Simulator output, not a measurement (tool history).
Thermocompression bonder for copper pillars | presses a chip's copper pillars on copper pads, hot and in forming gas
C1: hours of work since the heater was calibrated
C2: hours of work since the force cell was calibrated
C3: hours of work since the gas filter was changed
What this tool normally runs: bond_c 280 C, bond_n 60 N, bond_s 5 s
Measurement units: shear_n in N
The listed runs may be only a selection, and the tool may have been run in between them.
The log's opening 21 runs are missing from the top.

run 22 day=26.571 | bond_c=280 bond_n=60 bond_s=5 | C1=930 C2=268 C3=245 | shear_n=32.2
run 23 day=27.400 | bond_c=270 bond_n=75 bond_s=5 | C1=941 C2=280 C3=256 | shear_n=34.8
run 24 day=28.958 | bond_c=270 bond_n=55 bond_s=4 | C1=962 C2=301 C3=277 | shear_n=23.9
run 25 day=30.300 | bond_c=270 bond_n=55 bond_s=4 | C1=981 C2=319 C3=295 | shear_n=24.3
run 26 day=31.388 | bond_c=280 bond_n=50 bond_s=8 | C1=995 C2=334 C3=310 | shear_n=33.2
run 27 day=32.625 | bond_c=288 bond_n=43 bond_s=9 | C1=1012 C2=350 C3=327 | shear_n=33.7
run 28 day=33.888 | bond_c=259 bond_n=60 bond_s=5 | C1=1029 C2=367 C3=344 | shear_n=25.2
run 29 day=34.817 | bond_c=256 bond_n=57 bond_s=5 | C1=1042 C2=380 C3=357 | shear_n=23.5
-- day=35.146 forming gas filter changed
run 30 day=36.317 | bond_c=256 bond_n=57 bond_s=5 | C1=1062 C2=400 C3=16 | shear_n=24.3
run 31 day=37.771 | bond_c=270 bond_n=90 bond_s=8 | C1=1081 C2=420 C3=36 | shear_n=46.3
run 32 day=39.208 | bond_c=266 bond_n=60 bond_s=3 | C1=1101 C2=439 C3=55 | shear_n=22.4
run 33 day=40.092 | bond_c=303 bond_n=60 bond_s=5 | C1=1113 C2=451 C3=67 | shear_n=39.3
run 34 day=40.858 | bond_c=303 bond_n=60 bond_s=5 | C1=1123 C2=462 C3=77 | shear_n=39.8
run 35 day=41.608 | bond_c=263 bond_n=60 bond_s=12 | C1=1133 C2=472 C3=88 | shear_n=38.6
run 36 day=42.904 | bond_c=263 bond_n=60 bond_s=12 | C1=1151 C2=489 C3=105 | shear_n=38.6
run 37 day=44.058 | bond_c=302 bond_n=60 bond_s=5 | C1=1167 C2=505 C3=121 | shear_n=39.7
run 38 day=45.488 | bond_c=293 bond_n=82 bond_s=13 | C1=1186 C2=524 C3=140 | shear_n=58.9
run 39 day=46.558 | bond_c=281 bond_n=70 bond_s=11 | C1=1200 C2=539 C3=155 | shear_n=47.9
run 40 day=47.396 | bond_c=281 bond_n=70 bond_s=11 | C1=1212 C2=550 C3=166 | shear_n=47.7
run 41 day=48.779 | bond_c=296 bond_n=70 bond_s=10 | C1=1231 C2=569 C3=185 | shear_n=52.9

Each row is a separate what-if for the run after 41, all from the same tool condition, not one after another. Results?
run A day=50.254 | bond_c=296 bond_n=80 bond_s=10 | C1=1251 C2=589 C3=205 | shear_n=?
run B day=50.254 | bond_c=307 bond_n=87 bond_s=15 | C1=1251 C2=589 C3=205 | shear_n=?
run C day=50.254 | bond_c=297 bond_n=65 bond_s=12 | C1=1251 C2=589 C3=205 | shear_n=?

run=A shear_n=56.5
run=B shear_n=67.6
run=C shear_n=52.3
With the hidden condition removed and each run's random variation left untouched, the same runs would have given:
run=A shear_n=56.7
run=B shear_n=67.8
run=C shear_n=52.5
